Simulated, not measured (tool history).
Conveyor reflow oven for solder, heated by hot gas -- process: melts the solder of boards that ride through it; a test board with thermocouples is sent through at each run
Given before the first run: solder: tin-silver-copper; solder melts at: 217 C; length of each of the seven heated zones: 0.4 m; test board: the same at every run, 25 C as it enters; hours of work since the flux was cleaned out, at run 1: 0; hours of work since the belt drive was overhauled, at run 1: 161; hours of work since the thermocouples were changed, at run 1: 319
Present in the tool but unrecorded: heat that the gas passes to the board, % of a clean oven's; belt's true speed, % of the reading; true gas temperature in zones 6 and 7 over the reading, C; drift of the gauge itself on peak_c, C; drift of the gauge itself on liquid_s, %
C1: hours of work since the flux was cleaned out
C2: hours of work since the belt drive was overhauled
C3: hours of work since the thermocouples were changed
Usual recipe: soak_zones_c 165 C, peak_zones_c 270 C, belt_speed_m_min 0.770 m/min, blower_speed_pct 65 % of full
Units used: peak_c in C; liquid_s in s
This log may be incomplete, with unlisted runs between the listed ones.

Run 1, day 0.000: usual settings; C1 0; C2 161; C3 319. Result: peak_c 250.17 C, liquid_s 42.21 s.
Run 2, day 0.854: usual settings; C1 11; C2 172; C3 330. Result: peak_c 250.03 C, liquid_s 42.48 s.
Run 3, day 1.842: usual settings; C1 24; C2 185; C3 343. Result: peak_c 250.04 C, liquid_s 42.15 s.
Run 4, day 3.829: usual settings; C1 51; C2 212; C3 369. Result: peak_c 249.60 C, liquid_s 42.11 s.
Run 5, day 5.033: usual settings; C1 67; C2 228; C3 385. Result: peak_c 249.62 C, liquid_s 42.17 s.
Run 6, day 6.729: usual settings; C1 89; C2 250; C3 408. Result: peak_c 249.57 C, liquid_s 41.96 s.
Run 7, day 7.896: usual settings; C1 105; C2 266; C3 424. Result: peak_c 249.47 C, liquid_s 42.06 s.
Run 8, day 8.912: usual settings; C1 118; C2 279; C3 437. Result: peak_c 249.31 C, liquid_s 41.92 s.
Run 9, day 10.854: usual settings; C1 144; C2 305; C3 463. Result: peak_c 249.40 C, liquid_s 41.70 s.
At day 11.633: flux residue cleaned out of gas plates and filters.
Run 10, day 12.429: usual settings; C1 11; C2 323; C3 481. Result: peak_c 249.98 C, liquid_s 42.24 s.
Run 11, day 14.067: usual settings; C1 32; C2 345; C3 503. Result: peak_c 249.67 C, liquid_s 42.14 s.
Run 12, day 15.700: usual settings but peak_zones_c 261 C; C1 54; C2 367; C3 524. Result: peak_c 241.96 C, liquid_s 36.59 s.
Run 13, day 16.554: usual settings but peak_zones_c 261 C; C1 65; C2 378; C3 536. Result: peak_c 241.87 C, liquid_s 36.52 s.
Run 14, day 17.875: usual settings; C1 83; C2 395; C3 553. Result: peak_c 249.58 C, liquid_s 42.13 s.
Run 15, day 19.358: usual settings; C1 103; C2 415; C3 573. Result: peak_c 249.48 C, liquid_s 42.02 s.
Run 16, day 20.862: usual settings; C1 123; C2 435; C3 593. Result: peak_c 249.37 C, liquid_s 41.96 s.
Run 17, day 22.958: usual settings but peak_zones_c 266 C; C1 150; C2 463; C3 621. Result: peak_c 245.62 C, liquid_s 39.51 s.
At day 23.333: flux residue cleaned out of gas plates and filters.
Run 18, day 24.225: usual settings but peak_zones_c 280 C, belt_speed_m_min 0.685 m/min, blower_speed_pct 84 % of full; C1 12; C2 477; C3 635. Result: peak_c 266.62 C, liquid_s 58.89 s.
Run 19, day 26.079: usual settings but peak_zones_c 280 C, belt_speed_m_min 0.685 m/min, blower_speed_pct 84 % of full; C1 37; C2 502; C3 660. Result: peak_c 266.52 C, liquid_s 58.82 s.
Run 20, day 27.100: usual settings but peak_zones_c 280 C, belt_speed_m_min 0.685 m/min, blower_speed_pct 84 % of full; C1 50; C2 515; C3 673. Result: peak_c 266.20 C, liquid_s 58.62 s.
Run 21, day 28.917: usual settings but peak_zones_c 280 C, belt_speed_m_min 0.685 m/min, blower_speed_pct 84 % of full; C1 74; C2 539; C3 697. Result: peak_c 266.20 C, liquid_s 58.75 s.
Run 22, day 30.033: usual settings but peak_zones_c 280 C, belt_speed_m_min 0.685 m/min, blower_speed_pct 84 % of full; C1 89; C2 554; C3 712. Result: peak_c 266.17 C, liquid_s 58.53 s.
Run 23, day 31.267: usual settings but peak_zones_c 280 C, belt_speed_m_min 0.685 m/min, blower_speed_pct 60 % of full; C1 105; C2 571; C3 728. Result: peak_c 260.67 C, liquid_s 55.28 s.
At day 33.179: thermocouples of zones 6 and 7 changed.
Run 24, day 33.408: usual settings but peak_zones_c 280 C; C1 133; C2 598; C3 3. Result: peak_c 258.01 C, liquid_s 47.18 s.
At day 35.100: flux residue cleaned out of gas plates and filters.
Run 25, day 35.575: usual settings but peak_zones_c 280 C, belt_speed_m_min 0.635 m/min; C1 6; C2 624; C3 29. Result: peak_c 265.51 C, liquid_s 62.93 s.
Run 26, day 37.229: usual settings but peak_zones_c 280 C, belt_speed_m_min 0.635 m/min; C1 28; C2 646; C3 51. Result: peak_c 265.43 C, liquid_s 62.96 s.
Run 27, day 38.533: usual settings but soak_zones_c 176 C, peak_zones_c 267 C, belt_speed_m_min 0.793 m/min, blower_speed_pct 70 % of full; C1 46; C2 663; C3 68. Result: peak_c 249.54 C, liquid_s 44.25 s.
Run 28, day 40.500: usual settings but soak_zones_c 170 C, peak_zones_c 267 C, belt_speed_m_min 0.793 m/min, blower_speed_pct 70 % of full; C1 72; C2 689; C3 95. Result: peak_c 248.23 C, liquid_s 41.62 s.
Run 29, day 42.388: usual settings but soak_zones_c 170 C, peak_zones_c 267 C, belt_speed_m_min 0.793 m/min, blower_speed_pct 70 % of full; C1 97; C2 714; C3 120. Result: peak_c 248.19 C, liquid_s 41.56 s.
Run 30, day 43.612: usual settings but peak_zones_c 276 C, belt_speed_m_min 0.711 m/min; C1 113; C2 731; C3 136. Result: peak_c 257.69 C, liquid_s 51.69 s.
Run 31, day 44.667: usual settings but peak_zones_c 278 C; C1 127; C2 745; C3 150. Result: peak_c 256.36 C, liquid_s 46.51 s.

For each run, the measured value with the value that run would have given without the tool's hidden condition subtracted. The run-to-run variation is shared by both, the gauge scatter possibly not:
run  peak_c  liquid_s
  1   +0.19     +0.25
  2   +0.12     +0.21
  3   +0.04     +0.16
  4   -0.10     +0.06
  5   -0.18     +0.01
  6   -0.31     -0.08
  7   -0.39     -0.14
  8   -0.46     -0.18
  9   -0.61     -0.29
 10   +0.00     +0.26
 11   -0.11     +0.18
 12   -0.24     +0.02
 13   -0.29     -0.03
 14   -0.40     -0.01
 15   -0.51     -0.09
 16   -0.61     -0.16
 17   -0.76     -0.34
 18   -0.46     +0.26
 19   -0.59     +0.21
 20   -0.67     +0.19
 21   -0.80     +0.13
 22   -0.89     +0.10
 23   -0.84     +0.03
 24   -0.54     +0.13
 25   +0.07     +0.71
 26   -0.03     +0.68
 27   -0.13     +0.41
 28   -0.28     +0.28
 29   -0.40     +0.19
 30   -0.45     +0.33
 31   -0.56     +0.22
